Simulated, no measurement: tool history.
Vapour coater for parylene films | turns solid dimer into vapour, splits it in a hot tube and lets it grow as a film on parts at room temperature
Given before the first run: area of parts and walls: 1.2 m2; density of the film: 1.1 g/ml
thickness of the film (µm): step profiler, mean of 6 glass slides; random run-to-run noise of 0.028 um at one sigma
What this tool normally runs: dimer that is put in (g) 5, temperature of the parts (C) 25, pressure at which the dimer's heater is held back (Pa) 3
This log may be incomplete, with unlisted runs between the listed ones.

run    hour  dimer that is put in (g)  temperature of the parts (C)  pressure at which the dimer's heater is held back (Pa)  thickness of the film (µm)
  1       0                         5                            25                                                       3                        2.45
  2    84.4                         5                            25                                                       3                        2.47
  3   133.8                         5                            25                                                    5.98                        2.06
  4   220.1                         2                            25                                                       3                        1.02
  5   284.7                         2                            35                                                       3                        0.69
  6   347.9                         3                            25                                                       3                        1.45
  7   405.9                         3                            25                                                       3                        1.42
  8   443.7                         3                            25                                                       3                        1.44
  9   496.4                         3                            25                                                       3                        1.47
 10   559.8                         3                            25                                                       3                        1.41
 11   596.6                         3                            25                                                       3                         1.4
 12   663.1                         3                            25                                                       3                        1.43
 13   731.7                         3                            25                                                       3                        1.41
 14   783.1                         3                            25                                                       3                        1.42
 15   832.7                         5                            25                                                       3                        2.33
 16   905.3                         5                            25                                                       3                         2.3
      970.9  -- trap's valve overhauled
 17   986.1                         5                            33                                                    6.38                        1.63
 18  1067.6                         5                            33                                                    6.38                        1.57
 19  1136.6                         6                            32                                                    2.18                        2.56
 20  1194.5                         3                            23                                                    9.26                        1.14
 21    1278                         3                            25                                                    3.38                        1.38
 22  1332.3                         2                            33                                                    5.67                        0.63
 23  1419.5                         4                            26                                                    6.99                        1.47
 24  1490.8                         4                            26                                                    6.99                        1.51
 25  1549.2                         4                            29                                                    4.37                        1.53
 26  1614.9                         5                            25                                                    4.25                        2.16
 27  1684.8                         6                            28                                                    8.05                        1.96
 28  1760.5                         6                            28                                                    8.05                           2
 29  1846.9                         6                            28                                                    8.05                        1.99
 30  1929.2                         2                            18                                                   10.49                        0.81
     1945.1  -- trap's valve overhauled
 31  1981.1                         2                            18                                                   10.49                        0.91
 32  2054.3                         2                            18                                                   10.49                        0.89

3 ways to go on from here, each from the tool as it stands after run 32. What would each give?
  A  2116.3                         5                            19                                                       3                           ?
  B  2116.3                         6                            36                                                   11.42                           ?
  C  2116.3                         2                            25                                                   11.42                           ?

run  thickness of the film (µm)
  A                        2.83
  B                        1.56
  C                         0.7
Had the tool no hidden state, the same runs would have come out as:
run  thickness of the film (µm)
  A                        2.93
  B                        1.62
  C                        0.72

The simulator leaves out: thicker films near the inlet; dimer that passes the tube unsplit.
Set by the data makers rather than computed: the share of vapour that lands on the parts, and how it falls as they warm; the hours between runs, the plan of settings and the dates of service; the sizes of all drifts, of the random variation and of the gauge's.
